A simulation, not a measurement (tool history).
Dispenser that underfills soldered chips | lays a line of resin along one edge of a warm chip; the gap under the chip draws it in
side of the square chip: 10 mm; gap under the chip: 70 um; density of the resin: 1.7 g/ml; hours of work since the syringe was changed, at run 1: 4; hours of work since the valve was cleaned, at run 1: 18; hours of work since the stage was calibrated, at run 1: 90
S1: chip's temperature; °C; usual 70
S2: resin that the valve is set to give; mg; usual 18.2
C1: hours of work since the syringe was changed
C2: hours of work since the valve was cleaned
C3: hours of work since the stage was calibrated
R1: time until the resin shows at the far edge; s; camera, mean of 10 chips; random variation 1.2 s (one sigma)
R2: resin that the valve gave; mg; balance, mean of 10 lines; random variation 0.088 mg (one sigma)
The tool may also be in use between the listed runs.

{"run": 1, "hour": 0.0, "S1": 70, "S2": 18.2, "C1": 4, "C2": 18, "C3": 90, "R1": 170.7, "R2": 17.96}
{"hour": 2.5, "done": "new syringe of resin"}
{"run": 2, "hour": 3.9, "S1": 67, "S2": 18.2, "C1": 1, "C2": 21, "C3": 92, "R1": 140.6, "R2": 17.93}
{"run": 3, "hour": 7.5, "S1": 70, "S2": 18.2, "C1": 3, "C2": 23, "C3": 94, "R1": 153.4, "R2": 17.79}
{"hour": 12.0, "done": "new syringe of resin"}
{"run": 4, "hour": 13.0, "S1": 70, "S2": 18.2, "C1": 1, "C2": 26, "C3": 97, "R1": 122.8, "R2": 17.8}
{"run": 5, "hour": 17.9, "S1": 58, "S2": 18.2, "C1": 4, "C2": 29, "C3": 101, "R1": 244.9, "R2": 18}
{"hour": 21.3, "done": "new syringe of resin"}
{"run": 6, "hour": 23.6, "S1": 55, "S2": 18.2, "C1": 1, "C2": 33, "C3": 104, "R1": 229.8, "R2": 17.84}
{"run": 7, "hour": 28.5, "S1": 55, "S2": 18.2, "C1": 5, "C2": 36, "C3": 107, "R1": 299.7, "R2": 17.71}
{"hour": 30.9, "done": "new syringe of resin"}
{"run": 8, "hour": 33.1, "S1": 55, "S2": 17.1, "C1": 1, "C2": 39, "C3": 110, "R1": 231.8, "R2": 16.73}
{"run": 9, "hour": 37.9, "S1": 55, "S2": 17.1, "C1": 4, "C2": 42, "C3": 113, "R1": 303.3, "R2": 16.74}
{"hour": 40.6, "done": "new syringe of resin"}
{"run": 10, "hour": 43.5, "S1": 55, "S2": 17.1, "C1": 2, "C2": 45, "C3": 116, "R1": 238.4, "R2": 16.7}
{"run": 11, "hour": 46.4, "S1": 70, "S2": 18.2, "C1": 4, "C2": 47, "C3": 118, "R1": 159.7, "R2": 17.53}
{"hour": 49.9, "done": "new syringe of resin"}
{"run": 12, "hour": 50.1, "S1": 70, "S2": 18.2, "C1": 0, "C2": 49, "C3": 120, "R1": 115.5, "R2": 17.62}
{"run": 13, "hour": 55.4, "S1": 70, "S2": 18.2, "C1": 3, "C2": 52, "C3": 124, "R1": 156.9, "R2": 17.62}
{"run": 14, "hour": 58.5, "S1": 68, "S2": 20.6, "C1": 5, "C2": 54, "C3": 126, "R1": 194.1, "R2": 19.77}
{"hour": 59.1, "done": "new syringe of resin"}
{"run": 15, "hour": 62.1, "S1": 75, "S2": 16.4, "C1": 2, "C2": 57, "C3": 128, "R1": 118, "R2": 15.89}
{"run": 16, "hour": 65.0, "S1": 75, "S2": 22.4, "C1": 4, "C2": 58, "C3": 129, "R1": 128.1, "R2": 21.47}
{"hour": 68.4, "done": "new syringe of resin"}
{"run": 17, "hour": 68.7, "S1": 77, "S2": 21.4, "C1": 0, "C2": 61, "C3": 132, "R1": 91.5, "R2": 20.63}
{"run": 18, "hour": 74.1, "S1": 70, "S2": 15.7, "C1": 4, "C2": 64, "C3": 135, "R1": 162.3, "R2": 14.96}
{"hour": 77.8, "done": "new syringe of resin"}
{"run": 19, "hour": 79.9, "S1": 62, "S2": 17.1, "C1": 1, "C2": 68, "C3": 139, "R1": 174.1, "R2": 16.38}
{"run": 20, "hour": 82.3, "S1": 62, "S2": 17.1, "C1": 3, "C2": 69, "C3": 140, "R1": 201.8, "R2": 16.42}
{"run": 21, "hour": 86.5, "S1": 74, "S2": 17.1, "C1": 5, "C2": 72, "C3": 143, "R1": 164.1, "R2": 16.29}
{"hour": 87.0, "done": "new syringe of resin"}
{"run": 22, "hour": 89.3, "S1": 59, "S2": 17.7, "C1": 1, "C2": 73, "C3": 144, "R1": 194.4, "R2": 16.92}
{"run": 23, "hour": 93.0, "S1": 59, "S2": 17.7, "C1": 4, "C2": 76, "C3": 147, "R1": 242, "R2": 16.91}

4 ways to go on from here, each from the tool as it stands after run 23. What would each give?
{"hour": 96.5, "done": "new syringe of resin"}
{"run": "A", "hour": 97.8, "S1": 76, "S2": 17.7, "C1": 1, "C2": 78, "C3": 150, "R1": "?", "R2": "?"}
{"hour": 96.5, "done": "new syringe of resin"}
{"run": "B", "hour": 97.8, "S1": 70, "S2": 23.3, "C1": 1, "C2": 78, "C3": 150, "R1": "?", "R2": "?"}
{"hour": 96.5, "done": "new syringe of resin"}
{"run": "C", "hour": 97.8, "S1": 69, "S2": 17.7, "C1": 1, "C2": 78, "C3": 150, "R1": "?", "R2": "?"}
{"hour": 96.5, "done": "new syringe of resin"}
{"run": "D", "hour": 97.8, "S1": 66, "S2": 18.9, "C1": 1, "C2": 78, "C3": 150, "R1": "?", "R2": "?"}

run=A R1=98.6 R2=16.67
run=B R1=117.7 R2=21.98
run=C R1=126.7 R2=16.75
run=D R1=138.2 R2=17.75
Without the tool's hidden state the same runs would have given:
run=A R1=94.9 R2=17.57
run=B R1=114.3 R2=23.15
run=C R1=122.1 R2=17.65
run=D R1=133.5 R2=18.7
